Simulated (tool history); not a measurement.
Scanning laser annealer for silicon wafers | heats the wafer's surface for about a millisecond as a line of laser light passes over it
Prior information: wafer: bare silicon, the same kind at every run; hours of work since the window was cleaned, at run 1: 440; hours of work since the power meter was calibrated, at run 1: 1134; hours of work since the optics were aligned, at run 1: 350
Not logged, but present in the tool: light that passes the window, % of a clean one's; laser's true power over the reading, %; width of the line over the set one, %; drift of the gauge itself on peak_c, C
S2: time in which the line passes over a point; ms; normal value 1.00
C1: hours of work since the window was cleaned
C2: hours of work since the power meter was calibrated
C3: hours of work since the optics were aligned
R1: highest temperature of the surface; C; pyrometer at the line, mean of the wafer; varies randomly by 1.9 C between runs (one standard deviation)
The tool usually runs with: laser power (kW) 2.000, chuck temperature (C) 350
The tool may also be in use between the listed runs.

Run 1, day 0.000: usual settings; C1 440; C2 1134; C3 350. Result: R1 1171 C.
Run 2, day 2.446: usual settings; C1 478; C2 1173; C3 388. Result: R1 1169 C.
Run 3, day 6.162: usual settings; C1 537; C2 1232; C3 447. Result: R1 1167 C.
Run 4, day 9.075: usual settings; C1 583; C2 1277; C3 493. Result: R1 1161 C.
Run 5, day 10.862: usual settings; C1 611; C2 1306; C3 521. Result: R1 1160 C.
Run 6, day 12.812: usual settings; C1 641; C2 1336; C3 551. Result: R1 1156 C.
Run 7, day 15.925: usual settings; C1 690; C2 1385; C3 600. Result: R1 1154 C.
At day 16.196: window over the wafer cleaned.
Run 8, day 17.650: usual settings; C1 23; C2 1411; C3 626. Result: R1 1188 C.
Run 9, day 21.267: usual settings but S2 0.99 ms; C1 80; C2 1468; C3 683. Result: R1 1176 C.
Run 10, day 24.879: usual settings; C1 137; C2 1525; C3 740. Result: R1 1181 C.
Run 11, day 26.738: usual settings; C1 166; C2 1554; C3 769. Result: R1 1176 C.
Run 12, day 30.079: usual settings; C1 219; C2 1607; C3 822. Result: R1 1175 C.
Run 13, day 33.571: usual settings; C1 274; C2 1662; C3 877. Result: R1 1171 C.
Run 14, day 36.900: usual settings but S2 0.76 ms, chuck temperature (C) 335; C1 326; C2 1714; C3 930. Result: R1 1049 C.
Run 15, day 39.321: usual settings but S2 0.76 ms, chuck temperature (C) 335; C1 364; C2 1753; C3 968. Result: R1 1044 C.
Run 16, day 41.558: usual settings but S2 0.80 ms, chuck temperature (C) 334; C1 400; C2 1788; C3 1003. Result: R1 1063 C.
Run 17, day 44.029: usual settings but laser power (kW) 1.859, S2 0.80 ms, chuck temperature (C) 345; C1 438; C2 1827; C3 1042. Result: R1 1013 C.
At day 45.296: optics aligned, line set to its width.
Run 18, day 47.171: usual settings but S2 1.13 ms; C1 485; C2 1873; C3 30. Result: R1 1223 C.
Run 19, day 48.825: usual settings but chuck temperature (C) 359; C1 511; C2 1899; C3 56. Result: R1 1176 C.
Run 20, day 52.142: usual settings but S2 0.91 ms; C1 563; C2 1951; C3 108. Result: R1 1128 C.
Run 21, day 55.596: usual settings but S2 0.91 ms; C1 617; C2 2006; C3 162. Result: R1 1122 C.
Run 22, day 58.771: usual settings but S2 1.08 ms; C1 667; C2 2056; C3 212. Result: R1 1189 C.
At day 60.417: window over the wafer cleaned.
Run 23, day 60.933: usual settings but S2 1.08 ms; C1 8; C2 2088; C3 245. Result: R1 1219 C.
Run 24, day 63.421: usual settings but laser power (kW) 1.797, S2 1.08 ms, chuck temperature (C) 341; C1 47; C2 2128; C3 284. Result: R1 1111 C.
Run 25, day 64.962: usual settings but laser power (kW) 2.012, S2 1.11 ms, chuck temperature (C) 335; C1 72; C2 2152; C3 308. Result: R1 1224 C.
Run 26, day 66.646: usual settings but laser power (kW) 2.119; C1 98; C2 2178; C3 335. Result: R1 1238 C.

Predict each of these 4 candidate next runs independently; none follows another, all start after run 26:
Run A, day 69.479: usual settings but laser power (kW) 2.165; C1 143; C2 2223; C3 380. Result: R1 ?.
Run B, day 69.479: usual settings but laser power (kW) 2.175; C1 143; C2 2223; C3 380. Result: R1 ?.
Run C, day 69.479: usual settings but laser power (kW) 2.195, S2 0.91 ms, chuck temperature (C) 311; C1 143; C2 2223; C3 380. Result: R1 ?.
Run D, day 69.479: usual settings but laser power (kW) 1.769, S2 0.78 ms, chuck temperature (C) 367; C1 143; C2 2223; C3 380. Result: R1 ?.

run    R1
  A  1253
  B  1260
  C  1187
  D  1005
With no hidden state in the tool, these same runs would have given:
run    R1
  A  1275
  B  1283
  C  1209
  D  1020
